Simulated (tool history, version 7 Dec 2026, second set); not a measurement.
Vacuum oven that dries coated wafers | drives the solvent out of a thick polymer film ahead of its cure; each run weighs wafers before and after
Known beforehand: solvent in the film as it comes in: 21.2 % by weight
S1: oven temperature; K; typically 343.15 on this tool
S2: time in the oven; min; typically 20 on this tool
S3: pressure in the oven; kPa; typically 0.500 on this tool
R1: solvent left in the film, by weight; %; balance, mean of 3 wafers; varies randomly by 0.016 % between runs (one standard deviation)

| run | hour | S1 | S2 | S3 | R1 |
|---|---|---|---|---|---|
| 1 | 0.0 | 343.15 | 20 | 0.500 | 1.78 |
| 2 | 28.6 | 343.15 | 19 | 0.500 | 2.01 |
| 3 | 41.5 | 343.15 | 19 | 0.500 | 2.02 |
| 4 | 58.7 | 343.15 | 19 | 0.500 | 2.01 |
| 5 | 70.6 | 343.15 | 20 | 0.562 | 1.78 |
| 6 | 95.5 | 332.15 | 17 | 0.500 | 6.75 |
| 7 | 121.9 | 343.15 | 13 | 0.500 | 3.89 |
| 8 | 148.2 | 343.15 | 29 | 0.745 | 0.79 |
| 9 | 171.5 | 343.15 | 29 | 0.745 | 0.77 |
| 10 | 185.4 | 349.15 | 27 | 0.503 | 0.27 |

Some steps in R1 between neighbouring runs. How much of each would the tool show without its hidden state too (settings, what came in, random variation), and how much is left for the hidden state, with any gauge scatter that isn't in both results?
Hidden state at play: true wafer temperature over the reading, C; true pressure over the reading, kPa; drift of the gauge itself on solvent_pct, %.
Run 5 -> 6: S1 343.15 -> 332.15, S2 20 -> 17, S3 0.562 -> 0.500. R1 +4.97 %: hidden state -0.06, all else +5.03.
Run 7 -> 8: S2 13 -> 29, S3 0.500 -> 0.745. R1 -3.10 %: hidden state +0.09, all else -3.19.

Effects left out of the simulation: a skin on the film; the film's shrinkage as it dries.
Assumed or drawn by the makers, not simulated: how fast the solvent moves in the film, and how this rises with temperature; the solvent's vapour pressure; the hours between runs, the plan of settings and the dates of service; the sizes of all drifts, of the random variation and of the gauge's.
